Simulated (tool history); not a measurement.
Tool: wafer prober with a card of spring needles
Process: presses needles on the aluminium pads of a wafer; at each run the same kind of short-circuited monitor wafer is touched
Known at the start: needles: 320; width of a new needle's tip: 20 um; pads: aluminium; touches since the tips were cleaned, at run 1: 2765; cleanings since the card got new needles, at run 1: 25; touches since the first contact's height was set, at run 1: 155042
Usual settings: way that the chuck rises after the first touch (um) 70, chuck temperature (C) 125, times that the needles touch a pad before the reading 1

run     day  way that the chuck rises after the first touch (um)  chuck temperature (C)  times that the needles touch a pad before the reading  touches since the tips were cleaned  cleanings since the card got new needles  touches since the first contact's height was set  resistance of one needle with its contact and lead (mohm)  way that a needle slides on the pad (um)
  1       0                                                   70                    125                                                      1                                 2765                                        25                                            155042                                                        228                                      17.3
      0.171  -- tips cleaned on abrasive film
  2   0.396                                                   70                    125                                                      1                                 3915                                        26                                            161794                                                        234                                     17.35
      0.492  -- tips cleaned on abrasive film
      0.817  -- tips cleaned on abrasive film
  3   0.817                                                   70                    125                                                      1                                   10                                        28                                            168871                                                        171                                     17.23
      1.154  -- tips cleaned on abrasive film
  4   1.254                                                   70                    125                                                      1                                 1712                                        29                                            176334                                                        213                                     17.25
      1.479  -- tips cleaned on abrasive film
  5   1.679                                                   70                    125                                                      1                                 3432                                        30                                            183518                                                        234                                     17.14
      1.829  -- tips cleaned on abrasive film
  6   2.133                                                   70                    125                                                      1                                 5229                                        31                                            191261                                                        245                                     17.13
      2.162  -- tips cleaned on abrasive film
  7    2.45                                                   70                    125                                                      1                                 4892                                        32                                            196609                                                        246                                     17.12
      2.483  -- tips cleaned on abrasive film
      2.821  -- tips cleaned on abrasive film
  8   2.821                                                   70                    125                                                      1                                    0                                        34                                            202854                                                        171                                     17.04
      2.862  -- height of the first contact set anew
      3.175  -- tips cleaned on abrasive film
  9   3.283                                                   70                    125                                                      1                                 1889                                        35                                              7169                                                        216                                      16.8
      3.517  -- tips cleaned on abrasive film
 10   3.588                                                   70                    125                                                      1                                 1187                                        36                                             12277                                                        205                                     16.86
      3.833  -- tips cleaned on abrasive film
 11   3.892                                                   67                    125                                                      1                                  993                                        37                                             17465                                                        205                                      16.1
      4.154  -- tips cleaned on abrasive film
 12   4.167                                                   86                    125                                                      1                                  221                                        38                                             22091                                                        173                                     20.98
      4.475  -- tips cleaned on abrasive film
 13   4.521                                                   86                    125                                                      1                                  771                                        39                                             28106                                                        185                                     20.95
      4.812  -- tips cleaned on abrasive film
 14   4.904                                                   70                     49                                                      1                                 1583                                        40                                             34629                                                        205                                     16.81
      5.154  -- tips cleaned on abrasive film
 15   5.371                                                   70                     49                                                      1                                 3741                                        41                                             42587                                                        238                                     16.81
      5.492  -- tips cleaned on abrasive film
      5.717  -- height of the first contact set anew, once more
 16   5.754                                                   55                     55                                                      1                                 4357                                        42                                               649                                                        279                                     14.13
      5.833  -- tips cleaned on abrasive film
      6.162  -- tips cleaned on abrasive film
 17   6.171                                                   85                     39                                                      2                                  131                                        44                                              7599                                                        153                                     21.85
        6.5  -- tips cleaned on abrasive film
 18   6.675                                                   58                    125                                                      2                                 2991                                        45                                             16203                                                        217                                     14.81
      6.825  -- tips cleaned on abrasive film
 19   7.071                                                   58                    125                                                      2                                 4258                                        46                                             22981                                                        229                                     14.76
      7.146  -- tips cleaned on abrasive film
      7.467  -- tips cleaned on abrasive film
 20   7.592                                                   58                    125                                                      2                                 2154                                        48                                             31773                                                        210                                     14.73
      7.804  -- tips cleaned on abrasive film
 21   7.958                                                   70                     78                                                      1                                 2658                                        49                                             38009                                                        217                                     17.75
      8.121  -- tips cleaned on abrasive film
 22   8.217                                                   62                    125                                                      2                                 1636                                        50                                             42357                                                        203                                      15.7
 23   8.429                                                   87                     91                                                      3                                 5257                                        50                                             45978                                                        176                                     22.16
      8.475  -- tips cleaned on abrasive film
        8.8  -- tips cleaned on abrasive film
 24   8.925                                                   63                     57                                                      2                                 2193                                        52                                             54421                                                        201                                     15.99
      9.112  -- tips cleaned on abrasive film
 25   9.358                                                   68                    125                                                      1                                 4204                                        53                                             61757                                                        242                                     17.22
      9.454  -- tips cleaned on abrasive film
 26   9.667                                                   68                    125                                                      1                                 3686                                        54                                             66999                                                        240                                     17.07
      9.796  -- tips cleaned on abrasive film
     10.121  -- tips cleaned on abrasive film
 27  10.129                                                   68                    125                                                      3                                  210                                        56                                             74828                                                        170                                     17.11
      10.45  -- tips cleaned on abrasive film
 28  10.621                                                   69                    110                                                      1                                 2878                                        57                                             83140                                                        229                                     17.35
     10.779  -- tips cleaned on abrasive film
 29  11.054                                                   69                    110                                                      1                                 4719                                        58                                             90561                                                        246                                     17.49

The same runs without the tool's hidden state, with the same run-to-run variation:
The hidden state here: debris on the tips, nm; way that the needles fall short of the set height, um; tips' diameter, um; drift of the gauge itself on contact_mohm, %; drift of the gauge itself on scrub_um, %.
run  resistance of one needle with its contact and lead (mohm)  way that a needle slides on the pad (um)
  1                                                        164                                     17.96
  2                                                        164                                     18.05
  3                                                        163                                     17.98
  4                                                        164                                     18.03
  5                                                        162                                     17.94
  6                                                        164                                     17.97
  7                                                        165                                     17.99
  8                                                        163                                     17.97
  9                                                        162                                     17.87
 10                                                        163                                     17.95
 11                                                        162                                     17.22
 12                                                        160                                     22.12
 13                                                        160                                     22.12
 14                                                        152                                     18.01
 15                                                        149                                     18.03
 16                                                        155                                     14.13
 17                                                        147                                     21.89
 18                                                        165                                     14.88
 19                                                        166                                     14.85
 20                                                        165                                     14.88
 21                                                        155                                     17.92
 22                                                        167                                      15.9
 23                                                        154                                     22.36
 24                                                        154                                     16.24
 25                                                        163                                      17.5
 26                                                        164                                     17.37
 27                                                        164                                     17.46
 28                                                        159                                     17.73
 29                                                        161                                     17.89
